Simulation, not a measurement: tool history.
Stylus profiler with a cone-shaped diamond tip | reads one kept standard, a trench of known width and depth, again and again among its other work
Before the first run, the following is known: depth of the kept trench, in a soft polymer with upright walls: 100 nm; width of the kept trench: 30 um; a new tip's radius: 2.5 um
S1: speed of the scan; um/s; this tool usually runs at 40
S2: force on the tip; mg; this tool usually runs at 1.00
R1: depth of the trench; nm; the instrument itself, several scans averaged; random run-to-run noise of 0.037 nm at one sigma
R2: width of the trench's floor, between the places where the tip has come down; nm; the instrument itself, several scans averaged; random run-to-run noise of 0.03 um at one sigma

run,day,S1,S2,R1,R2
1,0.000,40,1.00,100.41,27410
# day 0.642: new tip fitted, height scale calibrated
2,0.817,40,1.00,100.79,28420
3,1.325,40,1.00,100.78,28510
4,1.921,40,1.00,100.81,28440
5,2.521,40,1.00,100.77,28470
6,2.925,40,2.72,101.46,28500
7,3.275,10,1.00,100.77,28490
8,3.571,10,1.00,100.79,28480
9,3.996,10,1.00,100.79,28540
10,4.733,10,1.00,100.79,28490
11,5.446,40,1.50,101.02,28420
12,5.888,40,1.50,101.01,28420
13,6.625,40,1.50,100.96,28370
14,7.338,40,1.00,100.72,28340
15,7.646,40,1.00,100.75,28320
16,8.188,35,1.00,100.78,28360
17,8.617,35,1.00,100.76,28340
18,9.004,35,1.00,100.75,28340
19,9.504,35,1.00,100.67,28300
20,10.029,43,1.00,100.72,28270
21,10.671,43,1.00,100.68,28230
22,11.375,43,1.00,100.71,28250
23,11.900,43,1.00,100.70,28260
# day 11.971: height scale calibrated on a step standard
24,12.592,52,0.48,100.46,28130
25,13.325,52,0.48,100.43,28110
# day 13.525: height scale calibrated on a step standard, once more
26,13.804,52,0.48,100.37,28090
27,14.396,63,0.57,100.52,28000
28,14.862,40,0.35,100.38,28120
29,15.188,40,0.35,100.31,28130
30,15.533,93,1.00,100.74,28050
31,16.133,93,1.00,100.76,28060
32,16.567,93,0.62,100.52,27970
33,17.004,30,0.57,100.44,28150
34,17.683,91,0.57,100.42,27820
35,18.142,18,2.92,101.48,28210
36,18.867,120,0.44,100.32,27680
37,19.321,75,0.95,100.68,27980
38,19.850,55,0.75,100.56,28010
39,20.538,57,0.44,100.38,27890
40,20.996,28,1.02,100.70,28090
41,21.529,28,1.02,100.71,28130
42,22.062,28,1.02,100.68,28160
43,22.650,20,1.68,100.98,28150
44,23.208,136,0.56,100.39,27540
45,23.646,136,0.56,100.34,27610
46,23.992,105,1.66,100.96,27870

Had the tool no unlogged condition, and each run kept its random variation, what would the results have been?
Unlogged tool condition in this case: radius of the tip, um; height scale over the true one, %; drift of the gauge itself on depth_nm, %; drift of the gauge itself on floor_um, %.
run,R1,R2
1,100.83,28540
2,100.76,28410
3,100.75,28510
4,100.78,28460
5,100.75,28500
6,101.44,28540
7,100.76,28540
8,100.78,28540
9,100.78,28610
10,100.79,28570
11,101.02,28520
12,101.01,28530
13,100.97,28490
14,100.74,28480
15,100.77,28470
16,100.79,28520
17,100.78,28510
18,100.78,28510
19,100.70,28480
20,100.76,28460
21,100.71,28430
22,100.75,28470
23,100.74,28490
24,100.51,28370
25,100.50,28360
26,100.40,28350
27,100.55,28280
28,100.41,28410
29,100.35,28410
30,100.78,28350
31,100.80,28370
32,100.56,28280
33,100.49,28470
34,100.47,28160
35,101.54,28560
36,100.39,28030
37,100.75,28340
38,100.63,28380
39,100.46,28280
40,100.78,28480
41,100.79,28530
42,100.77,28570
43,101.07,28580
44,100.49,27970
45,100.43,28050
46,101.06,28310
